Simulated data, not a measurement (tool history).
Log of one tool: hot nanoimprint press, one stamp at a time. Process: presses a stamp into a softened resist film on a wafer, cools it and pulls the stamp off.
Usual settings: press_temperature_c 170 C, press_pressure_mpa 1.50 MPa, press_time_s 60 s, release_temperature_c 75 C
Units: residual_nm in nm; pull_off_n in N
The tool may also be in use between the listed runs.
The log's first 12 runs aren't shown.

run 13 hour=198.8 | press_temperature_c=170 press_pressure_mpa=1.50 press_time_s=60 release_temperature_c=75 | residual_nm=205.9 pull_off_n=153
run 14 hour=210.2 | press_temperature_c=170 press_pressure_mpa=1.50 press_time_s=60 release_temperature_c=75 | residual_nm=208.9 pull_off_n=155
-- hour=231.1 stamp cleaned and given a new release coat
run 15 hour=231.1 | press_temperature_c=170 press_pressure_mpa=1.50 press_time_s=60 release_temperature_c=75 | residual_nm=204.7 pull_off_n=118
run 16 hour=248.9 | press_temperature_c=169 press_pressure_mpa=2.39 press_time_s=48 release_temperature_c=77 | residual_nm=195.7 pull_off_n=110
-- hour=269.4 plate thermocouple calibrated
run 17 hour=269.6 | press_temperature_c=169 press_pressure_mpa=2.39 press_time_s=48 release_temperature_c=77 | residual_nm=181.5 pull_off_n=103
run 18 hour=288.3 | press_temperature_c=169 press_pressure_mpa=1.13 press_time_s=48 release_temperature_c=77 | residual_nm=234.1 pull_off_n=107
run 19 hour=300.6 | press_temperature_c=170 press_pressure_mpa=1.37 press_time_s=60 release_temperature_c=80 | residual_nm=195.9 pull_off_n=103
run 20 hour=319.2 | press_temperature_c=170 press_pressure_mpa=1.37 press_time_s=60 release_temperature_c=80 | residual_nm=198.7 pull_off_n=103
run 21 hour=332.4 | press_temperature_c=170 press_pressure_mpa=1.36 press_time_s=84 release_temperature_c=75 | residual_nm=176.5 pull_off_n=123
run 22 hour=344.9 | press_temperature_c=170 press_pressure_mpa=1.36 press_time_s=42 release_temperature_c=67 | residual_nm=222.8 pull_off_n=148
run 23 hour=356.5 | press_temperature_c=160 press_pressure_mpa=1.36 press_time_s=116 release_temperature_c=67 | residual_nm=223.4 pull_off_n=146
run 24 hour=374.4 | press_temperature_c=160 press_pressure_mpa=1.36 press_time_s=116 release_temperature_c=67 | residual_nm=224.8 pull_off_n=151
run 25 hour=396.0 | press_temperature_c=160 press_pressure_mpa=1.36 press_time_s=116 release_temperature_c=67 | residual_nm=222.5 pull_off_n=152
run 26 hour=407.8 | press_temperature_c=175 press_pressure_mpa=1.93 press_time_s=32 release_temperature_c=74 | residual_nm=184.1 pull_off_n=134
run 27 hour=426.4 | press_temperature_c=175 press_pressure_mpa=1.93 press_time_s=32 release_temperature_c=74 | residual_nm=184.3 pull_off_n=133
run 28 hour=442.4 | press_temperature_c=175 press_pressure_mpa=1.93 press_time_s=32 release_temperature_c=74 | residual_nm=183.6 pull_off_n=138
run 29 hour=458.1 | press_temperature_c=163 press_pressure_mpa=2.07 press_time_s=78 release_temperature_c=77 | residual_nm=202.0 pull_off_n=133
run 30 hour=478.7 | press_temperature_c=163 press_pressure_mpa=2.07 press_time_s=78 release_temperature_c=77 | residual_nm=202.4 pull_off_n=131

Forecast each of these 3 alternatives for the next run:
run A hour=492.0 | press_temperature_c=170 press_pressure_mpa=2.28 press_time_s=60 release_temperature_c=73 | residual_nm=? pull_off_n=?
run B hour=492.0 | press_temperature_c=170 press_pressure_mpa=1.50 press_time_s=48 release_temperature_c=75 | residual_nm=? pull_off_n=?
run C hour=492.0 | press_temperature_c=170 press_pressure_mpa=1.19 press_time_s=60 release_temperature_c=75 | residual_nm=? pull_off_n=?

run=A residual_nm=165.1 pull_off_n=145
run=B residual_nm=206.3 pull_off_n=144
run=C residual_nm=207.5 pull_off_n=138
Without the tool's hidden state the same runs would have given:
run=A residual_nm=160.4 pull_off_n=111
run=B residual_nm=202.3 pull_off_n=111
run=C residual_nm=203.9 pull_off_n=107
